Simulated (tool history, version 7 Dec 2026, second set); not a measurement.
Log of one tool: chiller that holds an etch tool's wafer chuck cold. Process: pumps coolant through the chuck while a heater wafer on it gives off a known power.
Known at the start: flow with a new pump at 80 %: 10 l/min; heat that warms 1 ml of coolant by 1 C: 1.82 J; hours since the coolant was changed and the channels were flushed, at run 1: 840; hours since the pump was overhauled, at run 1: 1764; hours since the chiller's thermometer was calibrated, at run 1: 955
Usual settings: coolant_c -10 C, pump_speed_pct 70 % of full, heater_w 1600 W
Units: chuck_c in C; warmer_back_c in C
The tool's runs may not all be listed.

| run | day | coolant_c | pump_speed_pct | heater_w | hours since the coolant was changed and the channels were flushed | hours since the pump was overhauled | hours since the chiller's thermometer was calibrated | chuck_c | warmer_back_c |
|---|---|---|---|---|---|---|---|---|---|
| 1 | 0.000 | -10 | 70 | 1600 | 840 | 1764 | 955 | 2.2 | 6.55 |
| 2 | 2.862 | -10 | 60 | 1600 | 908 | 1833 | 1024 | 3.4 | 7.47 |
| 3 | 5.983 | -10 | 70 | 1600 | 983 | 1908 | 1099 | 2.0 | 6.45 |
| 4 | 8.888 | -3 | 70 | 1600 | 1053 | 1977 | 1168 | 9.1 | 6.51 |
| 5 | 11.583 | -10 | 70 | 1600 | 1118 | 2042 | 1233 | 2.2 | 6.51 |
| 6 | 13.288 | -10 | 70 | 2069 | 1159 | 2083 | 1274 | 5.8 | 8.49 |

The next listed run, before its measurement:
| 7 | 15.392 | 0 | 67 | 1025 | 1209 | 2133 | 1324 | ? | ? |

{"run 7": {"chuck_c": 8.2, "warmer_back_c": 4.33}}
Without the tool's hidden state the same run would have given chuck_c 7.7 C, warmer_back_c 3.99 C.

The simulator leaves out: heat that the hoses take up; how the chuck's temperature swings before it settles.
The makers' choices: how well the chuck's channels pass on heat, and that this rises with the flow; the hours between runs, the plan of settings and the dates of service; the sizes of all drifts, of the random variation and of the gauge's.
